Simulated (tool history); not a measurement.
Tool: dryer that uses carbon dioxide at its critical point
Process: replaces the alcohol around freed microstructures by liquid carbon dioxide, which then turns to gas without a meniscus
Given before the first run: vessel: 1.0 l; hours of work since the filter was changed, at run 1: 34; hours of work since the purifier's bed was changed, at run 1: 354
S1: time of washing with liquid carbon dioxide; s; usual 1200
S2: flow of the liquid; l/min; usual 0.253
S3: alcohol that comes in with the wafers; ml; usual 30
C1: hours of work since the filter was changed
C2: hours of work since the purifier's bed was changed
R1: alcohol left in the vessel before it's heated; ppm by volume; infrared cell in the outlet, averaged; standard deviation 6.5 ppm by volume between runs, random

| run | hour | S1 | S2 | S3 | C1 | C2 | R1 |
|---|---|---|---|---|---|---|---|
| 1 | 0 | 1200 | 0.253 | 30 | 34 | 354 | 384 |
| 2 | 28.3 | 1200 | 0.253 | 30 | 52 | 372 | 393 |
| 3 | 50.3 | 1200 | 0.253 | 30 | 66 | 386 | 396 |
| 4 | 79.9 | 1200 | 0.253 | 30 | 85 | 404 | 403 |
| 5 | 100 | 1500 | 0.253 | 30 | 97 | 417 | 202 |
| 6 | 125 | 1500 | 0.253 | 30 | 113 | 433 | 206 |
| 7 | 147.4 | 1200 | 0.253 | 30 | 127 | 447 | 409 |
| 8 | 162.9 | 1200 | 0.253 | 30 | 137 | 456 | 433 |
| 9 | 181.3 | 1200 | 0.253 | 28 | 148 | 468 | 410 |
| 10 | 202.9 | 1020 | 0.253 | 30 | 162 | 482 | 749 |
| 11 | 228.7 | 1200 | 0.253 | 30 | 178 | 498 | 454 |
| 12 | 241.9 | 1200 | 0.253 | 30 | 186 | 506 | 451 |
| 13 | 270.5 | 1200 | 0.253 | 30 | 204 | 524 | 464 |
| 14 | 296.8 | 1200 | 0.253 | 30 | 221 | 540 | 479 |
| 15 | 313.8 | 1080 | 0.253 | 30 | 231 | 551 | 692 |
| 16 | 341 | 1080 | 0.253 | 30 | 248 | 568 | 675 |
| 17 | 371.1 | 1200 | 0.253 | 30 | 267 | 587 | 491 |
| 18 | 389.7 | 1200 | 0.253 | 30 | 279 | 599 | 500 |
| 19 | 416.6 | 1200 | 0.253 | 30 | 296 | 616 | 501 |
| 20 | 444.4 | 1200 | 0.253 | 30 | 313 | 633 | 500 |
| 21 | 467.5 | 1260 | 0.253 | 30 | 328 | 647 | 449 |
| 22 | 488 | 1200 | 0.253 | 30 | 340 | 660 | 518 |
| 23 | 518.2 | 1200 | 0.237 | 30 | 359 | 679 | 664 |
| 24 | 531.5 | 1320 | 0.237 | 30 | 368 | 688 | 518 |
|  | 535 | inlet filter changed |
| 25 | 562.3 | 1320 | 0.237 | 30 | 17 | 706 | 412 |
| 26 | 587.5 | 1140 | 0.253 | 30 | 33 | 722 | 548 |
| 27 | 613.6 | 1200 | 0.296 | 30 | 49 | 738 | 306 |
| 28 | 628.7 | 1200 | 0.248 | 23 | 59 | 748 | 440 |
| 29 | 656 | 780 | 0.289 | 41 | 76 | 765 | 1453 |
| 30 | 668.6 | 1320 | 0.154 | 36 | 84 | 773 | 2011 |
| 31 | 698 | 1320 | 0.154 | 36 | 102 | 791 | 2060 |
| 32 | 715.1 | 780 | 0.167 | 107 | 113 | 802 | 15782 |
| 33 | 728.2 | 780 | 0.167 | 107 | 121 | 810 | 16116 |
| 34 | 751.9 | 780 | 0.326 | 50 | 136 | 825 | 1231 |
| 35 | 774.2 | 900 | 0.298 | 58 | 150 | 839 | 1196 |
| 36 | 799.3 | 1200 | 0.159 | 30 | 166 | 855 | 2074 |
| 37 | 812.4 | 1500 | 0.253 | 30 | 174 | 863 | 326 |
| 38 | 832 | 1500 | 0.253 | 30 | 186 | 875 | 333 |
| 39 | 848.6 | 1020 | 0.277 | 105 | 197 | 886 | 1712 |
| 40 | 873.5 | 1020 | 0.277 | 105 | 212 | 901 | 1698 |
| 41 | 899.9 | 1860 | 0.356 | 63 | 229 | 918 | 232 |
| 42 | 919.9 | 1140 | 0.285 | 30 | 241 | 931 | 452 |
| 43 | 949.4 | 1140 | 0.285 | 30 | 260 | 949 | 484 |
| 44 | 962.1 | 1200 | 0.287 | 28 | 268 | 957 | 401 |
| 45 | 975.9 | 1500 | 0.369 | 30 | 276 | 966 | 251 |
| 46 | 1002.4 | 1500 | 0.369 | 30 | 293 | 982 | 261 |

Pick out some run-to-run changes in R1. Of each, how much would a tool without hidden state show as well, from the settings, what came in and chance, and how much is left for the hidden state and any gauge scatter not in both results compared?
Unlogged tool condition in this case: flow that reaches the vessel past the clogged filter, %; alcohol in the recycled carbon dioxide, ppm; drift of the gauge itself on alcohol_ppm, %.
Run 31 -> 32: S1 1320 -> 780, S2 0.154 -> 0.167, S3 36 -> 107. R1 +13722 ppm by volume: hidden state +477, all else +13245.
Run 33 -> 34: S2 0.167 -> 0.326, S3 107 -> 50. R1 -14885 ppm by volume: hidden state -536, all else -14349.
Run 36 -> 37: S1 1200 -> 1500, S2 0.159 -> 0.253. R1 -1748 ppm by volume: hidden state -119, all else -1629.
Run 40 -> 41: S1 1020 -> 1860, S2 0.277 -> 0.356, S3 105 -> 63. R1 -1466 ppm by volume: hidden state -195, all else -1271.

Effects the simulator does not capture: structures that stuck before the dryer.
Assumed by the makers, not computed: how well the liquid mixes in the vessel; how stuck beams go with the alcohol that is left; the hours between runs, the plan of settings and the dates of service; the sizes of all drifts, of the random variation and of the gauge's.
